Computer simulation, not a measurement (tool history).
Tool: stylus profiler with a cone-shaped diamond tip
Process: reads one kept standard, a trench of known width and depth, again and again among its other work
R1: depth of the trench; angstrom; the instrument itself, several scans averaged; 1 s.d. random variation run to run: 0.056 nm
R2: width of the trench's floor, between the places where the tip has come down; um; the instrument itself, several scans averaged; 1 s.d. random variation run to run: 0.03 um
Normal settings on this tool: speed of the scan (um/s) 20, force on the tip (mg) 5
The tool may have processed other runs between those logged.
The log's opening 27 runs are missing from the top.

run 28 hour=710.6 | speed_of_the_scan_(um/s)=5 force_on_the_tip_(mg)=4.13 | R1=1017.2 R2=47.33
run 29 hour=731.8 | speed_of_the_scan_(um/s)=5 force_on_the_tip_(mg)=4.13 | R1=1017.1 R2=47.27
run 30 hour=754 | speed_of_the_scan_(um/s)=76 force_on_the_tip_(mg)=1.86 | R1=1010.1 R2=47.11
run 31 hour=779.6 | speed_of_the_scan_(um/s)=7 force_on_the_tip_(mg)=9.83 | R1=1030.9 R2=47.34
run 32 hour=798.9 | speed_of_the_scan_(um/s)=13 force_on_the_tip_(mg)=2.88 | R1=1013.5 R2=47.27
run 33 hour=829.7 | speed_of_the_scan_(um/s)=26 force_on_the_tip_(mg)=1.79 | R1=1010.6 R2=47.16
run 34 hour=864.7 | speed_of_the_scan_(um/s)=26 force_on_the_tip_(mg)=1.79 | R1=1010.4 R2=47.18
run 35 hour=896.9 | speed_of_the_scan_(um/s)=26 force_on_the_tip_(mg)=1.79 | R1=1010.8 R2=47.13

Branching from run 35: 5 alternative next runs. What would each branch give?
run A hour=917.5 | speed_of_the_scan_(um/s)=11 force_on_the_tip_(mg)=8.72 | R1=? R2=?
run B hour=917.5 | speed_of_the_scan_(um/s)=6 force_on_the_tip_(mg)=12.96 | R1=? R2=?
run C hour=917.5 | speed_of_the_scan_(um/s)=20 force_on_the_tip_(mg)=5.6 | R1=? R2=?
run D hour=917.5 | speed_of_the_scan_(um/s)=47 force_on_the_tip_(mg)=1.79 | R1=? R2=?
run E hour=917.5 | speed_of_the_scan_(um/s)=8 force_on_the_tip_(mg)=6.61 | R1=? R2=?

run=A R1=1027.6 R2=47.21
run=B R1=1037.4 R2=47.18
run=C R1=1021.7 R2=47.2
run=D R1=1011.4 R2=47.09
run=E R1=1023.1 R2=47.18
What these runs would have given with no unlogged condition in the tool:
run=A R1=1026.2 R2=48.01
run=B R1=1036 R2=47.97
run=C R1=1020.3 R2=47.99
run=D R1=1010 R2=47.89
run=E R1=1021.7 R2=47.98

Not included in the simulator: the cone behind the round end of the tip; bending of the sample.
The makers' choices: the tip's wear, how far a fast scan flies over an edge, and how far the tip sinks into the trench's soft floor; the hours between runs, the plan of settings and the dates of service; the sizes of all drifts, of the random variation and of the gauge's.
